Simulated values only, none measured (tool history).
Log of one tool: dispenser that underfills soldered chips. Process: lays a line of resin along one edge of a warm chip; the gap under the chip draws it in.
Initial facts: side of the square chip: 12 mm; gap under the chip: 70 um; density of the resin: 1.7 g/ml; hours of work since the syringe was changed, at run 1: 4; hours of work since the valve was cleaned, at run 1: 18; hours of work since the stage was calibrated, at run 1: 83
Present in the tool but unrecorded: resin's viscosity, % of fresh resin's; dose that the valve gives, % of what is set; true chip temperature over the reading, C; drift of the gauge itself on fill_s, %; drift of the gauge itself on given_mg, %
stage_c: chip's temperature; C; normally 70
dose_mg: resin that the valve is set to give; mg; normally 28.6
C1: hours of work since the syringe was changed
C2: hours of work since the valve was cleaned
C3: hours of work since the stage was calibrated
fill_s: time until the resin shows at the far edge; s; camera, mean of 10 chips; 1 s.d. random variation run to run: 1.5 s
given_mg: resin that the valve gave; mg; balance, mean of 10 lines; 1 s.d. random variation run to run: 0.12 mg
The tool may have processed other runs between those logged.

Run 1, day 0: usual settings; C1 4; C2 18; C3 83. Result: fill_s 169.2 s, given_mg 28.32 mg.
Run 2, day 0.25: usual settings; C1 8; C2 22; C3 87. Result: fill_s 197.2 s, given_mg 28.12 mg.
Run 3, day 0.45: usual settings; C1 10; C2 25; C3 90. Result: fill_s 218.9 s, given_mg 28.15 mg.
At day 0.533: new syringe of resin.
Run 4, day 0.621: usual settings; C1 1; C2 27; C3 92. Result: fill_s 154.4 s, given_mg 28.01 mg.
Run 5, day 0.771: usual settings but dose_mg 27.8 mg; C1 3; C2 29; C3 94. Result: fill_s 163.9 s, given_mg 27.43 mg.
Run 6, day 1.008: usual settings but stage_c 64 C, dose_mg 27.8 mg; C1 7; C2 33; C3 98. Result: fill_s 258.1 s, given_mg 27.54 mg.
Run 7, day 1.279: usual settings but stage_c 64 C, dose_mg 27.8 mg; C1 11; C2 37; C3 102. Result: fill_s 304.8 s, given_mg 27.25 mg.
At day 1.342: new syringe of resin.
Run 8, day 1.508: usual settings but dose_mg 25.8 mg; C1 2; C2 40; C3 105. Result: fill_s 159.1 s, given_mg 25.19 mg.
Run 9, day 1.633: usual settings but dose_mg 25.8 mg; C1 4; C2 42; C3 107. Result: fill_s 172.8 s, given_mg 24.98 mg.
Run 10, day 1.883: usual settings but stage_c 71 C, dose_mg 29.5 mg; C1 8; C2 45; C3 110. Result: fill_s 185.9 s, given_mg 28.59 mg.
Run 11, day 2.1: usual settings but stage_c 71 C, dose_mg 29.5 mg; C1 11; C2 48; C3 114. Result: fill_s 211.4 s, given_mg 28.62 mg.
At day 2.133: new syringe of resin.
Run 12, day 2.333: usual settings but stage_c 79 C, dose_mg 29.5 mg; C1 3; C2 52; C3 117. Result: fill_s 98.8 s, given_mg 28.64 mg.
Run 13, day 2.471: usual settings but stage_c 79 C, dose_mg 29.5 mg; C1 5; C2 54; C3 119. Result: fill_s 107.6 s, given_mg 28.47 mg.
Run 14, day 2.65: usual settings but stage_c 78 C, dose_mg 31.1 mg; C1 8; C2 56; C3 121. Result: fill_s 122.5 s, given_mg 29.95 mg.

5 ways to go on from here, each from the tool as it stands after run 14. What would each give?
Run A, day 2.871: usual settings but stage_c 78 C, dose_mg 28.3 mg; C1 11; C2 59; C3 125. Result: fill_s ?, given_mg ?.
Run B, day 2.871: usual settings but stage_c 67 C, dose_mg 27.5 mg; C1 11; C2 59; C3 125. Result: fill_s ?, given_mg ?.
Run C, day 2.871: usual settings but stage_c 66 C, dose_mg 25.7 mg; C1 11; C2 59; C3 125. Result: fill_s ?, given_mg ?.
Run D, day 2.871: usual settings but stage_c 82 C, dose_mg 29.3 mg; C1 11; C2 59; C3 125. Result: fill_s ?, given_mg ?.
Run E, day 2.871: usual settings but stage_c 75 C, dose_mg 28.8 mg; C1 11; C2 59; C3 125. Result: fill_s ?, given_mg ?.

run  fill_s  given_mg
  A     142     27.37
  B     251     26.63
  C   268.5     24.69
  D   115.9     28.55
  E     165     27.92
The same runs, with their run-to-run variation unchanged, on a tool lacking any hidden condition would have given:
run  fill_s  given_mg
  A    99.2     28.28
  B   175.6     27.51
  C   187.6     25.51
  D    80.8     29.49
  E   115.3     28.85

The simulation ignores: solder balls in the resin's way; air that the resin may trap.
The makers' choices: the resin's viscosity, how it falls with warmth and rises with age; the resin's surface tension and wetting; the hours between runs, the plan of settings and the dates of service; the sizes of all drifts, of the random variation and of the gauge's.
